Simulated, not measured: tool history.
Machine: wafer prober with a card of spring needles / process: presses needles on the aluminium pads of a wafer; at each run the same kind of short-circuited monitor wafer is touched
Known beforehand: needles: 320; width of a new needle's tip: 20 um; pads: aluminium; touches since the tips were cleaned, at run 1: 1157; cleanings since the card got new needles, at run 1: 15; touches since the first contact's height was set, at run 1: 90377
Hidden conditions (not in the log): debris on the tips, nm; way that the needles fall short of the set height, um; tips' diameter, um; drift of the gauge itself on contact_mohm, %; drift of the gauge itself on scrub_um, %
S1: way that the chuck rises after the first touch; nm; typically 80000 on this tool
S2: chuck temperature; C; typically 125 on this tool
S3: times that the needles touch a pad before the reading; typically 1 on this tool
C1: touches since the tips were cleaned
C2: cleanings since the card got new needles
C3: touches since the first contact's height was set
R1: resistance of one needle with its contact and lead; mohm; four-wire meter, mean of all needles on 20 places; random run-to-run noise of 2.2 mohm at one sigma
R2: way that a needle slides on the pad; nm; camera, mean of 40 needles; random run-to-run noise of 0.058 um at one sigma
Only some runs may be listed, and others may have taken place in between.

Run 1, hour 0.0: usual settings; C1 1157; C2 15; C3 90377. Result: R1 303 mohm, R2 15280 nm.
Run 2, hour 7.8: usual settings but S2 74 C; C1 2935; C2 15; C3 92155. Result: R1 353 mohm, R2 15450 nm.
Run 3, hour 14.9: usual settings but S2 74 C; C1 4551; C2 15; C3 93771. Result: R1 394 mohm, R2 15230 nm.
At hour 17.7: tips cleaned on abrasive film.
Run 4, hour 23.4: usual settings but S2 74 C; C1 1303; C2 16; C3 95701. Result: R1 297 mohm, R2 15180 nm.
Run 5, hour 29.5: usual settings but S2 74 C; C1 2691; C2 16; C3 97089. Result: R1 348 mohm, R2 15320 nm.
Run 6, hour 37.5: usual settings but S2 95 C; C1 4518; C2 16; C3 98916. Result: R1 390 mohm, R2 15310 nm.
At hour 40.5: tips cleaned on abrasive film.
Run 7, hour 45.6: usual settings but S1 96000 nm, S2 95 C; C1 1175; C2 17; C3 100755. Result: R1 277 mohm, R2 18360 nm.
Run 8, hour 54.9: usual settings but S1 96000 nm, S2 95 C; C1 3285; C2 17; C3 102865. Result: R1 323 mohm, R2 18450 nm.
At hour 63.4: tips cleaned on abrasive film.
Run 9, hour 66.1: usual settings; C1 628; C2 18; C3 105407. Result: R1 296 mohm, R2 15280 nm.
Run 10, hour 72.5: usual settings; C1 2085; C2 18; C3 106864. Result: R1 338 mohm, R2 15370 nm.
Run 11, hour 79.6: usual settings; C1 3703; C2 18; C3 108482. Result: R1 379 mohm, R2 15110 nm.
At hour 86.3: tips cleaned on abrasive film.
Run 12, hour 89.2: usual settings but S2 86 C; C1 657; C2 19; C3 110653. Result: R1 280 mohm, R2 15250 nm.
Run 13, hour 100.5: usual settings but S2 68 C; C1 3241; C2 19; C3 113237. Result: R1 365 mohm, R2 15300 nm.

What does the tool deliver on the next run?
At hour 109.3: tips cleaned on abrasive film.
Run 14, hour 110.0: usual settings but S2 68 C; C1 168; C2 20; C3 115393. Result: R1 ?, R2 ?.

R1: 258 mohm
R2: 15350 nm
Take away the tool's hidden state, keep the run-to-run variation as it was, and the same run would have given R1 232 mohm, R2 15670 nm.
